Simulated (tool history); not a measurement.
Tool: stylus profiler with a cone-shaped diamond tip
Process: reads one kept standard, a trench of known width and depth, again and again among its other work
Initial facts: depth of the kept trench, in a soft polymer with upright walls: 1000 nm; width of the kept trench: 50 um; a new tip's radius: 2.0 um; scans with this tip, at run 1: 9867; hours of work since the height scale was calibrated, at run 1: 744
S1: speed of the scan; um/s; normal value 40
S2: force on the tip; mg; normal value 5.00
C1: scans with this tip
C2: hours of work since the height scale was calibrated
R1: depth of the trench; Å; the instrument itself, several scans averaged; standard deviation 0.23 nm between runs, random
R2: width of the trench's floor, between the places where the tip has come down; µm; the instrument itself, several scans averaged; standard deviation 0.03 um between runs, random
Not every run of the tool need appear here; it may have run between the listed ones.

run,hour,S1,S2,C1,C2,R1,R2
1,0.0,40,5.00,9867,744,10269.2,46.42
2,118.6,40,5.00,10679,805,10270.1,46.38
3,242.1,40,5.00,11525,868,10269.2,46.35
4,311.9,142,5.00,12002,904,10268.6,46.08
5,367.8,40,8.11,12385,933,10372.0,46.45
6,469.9,40,8.11,13084,986,10371.2,46.46
7,544.0,19,5.00,13592,1024,10268.2,46.46
8,663.6,19,5.00,14410,1086,10268.9,46.43
9,754.8,19,5.00,15035,1133,10268.1,46.48
10,877.3,19,5.00,15874,1196,10268.0,46.50
11,1004.9,40,4.11,16748,1262,10233.0,46.34
12,1095.2,40,1.87,17366,1309,10141.5,46.30
13,1187.0,40,1.87,17995,1356,10139.2,46.36
14,1294.2,41,5.00,18729,1411,10266.7,46.38
15,1423.4,41,5.00,19614,1478,10269.8,46.37
16,1526.5,41,5.00,20320,1531,10268.7,46.33
17,1605.2,41,5.00,20859,1572,10269.2,46.39
18,1698.3,25,2.71,21496,1620,10177.9,46.39
19,1810.0,44,8.18,22261,1678,10372.9,46.46
20,1922.2,126,5.37,23029,1735,10282.0,46.16
21,2039.1,126,5.37,23830,1796,10275.1,46.13
22,2130.7,18,5.00,24457,1843,10269.4,46.43
# hour 2185.1: new tip fitted, height scale calibrated
23,2257.5,15,6.66,496,37,10323.2,46.44
24,2378.8,34,7.67,1326,100,10358.3,46.42
25,2470.9,35,5.00,1957,147,10269.8,46.37

Estimate the outcome of run 26 from the log above:
26,2538.3,35,5.00,2418,182,?,?

R1: 10265.8 Å
R2: 46.39 µm
Without the tool's hidden state the same run would have given R1 10265.8 Å, R2 46.39 µm.
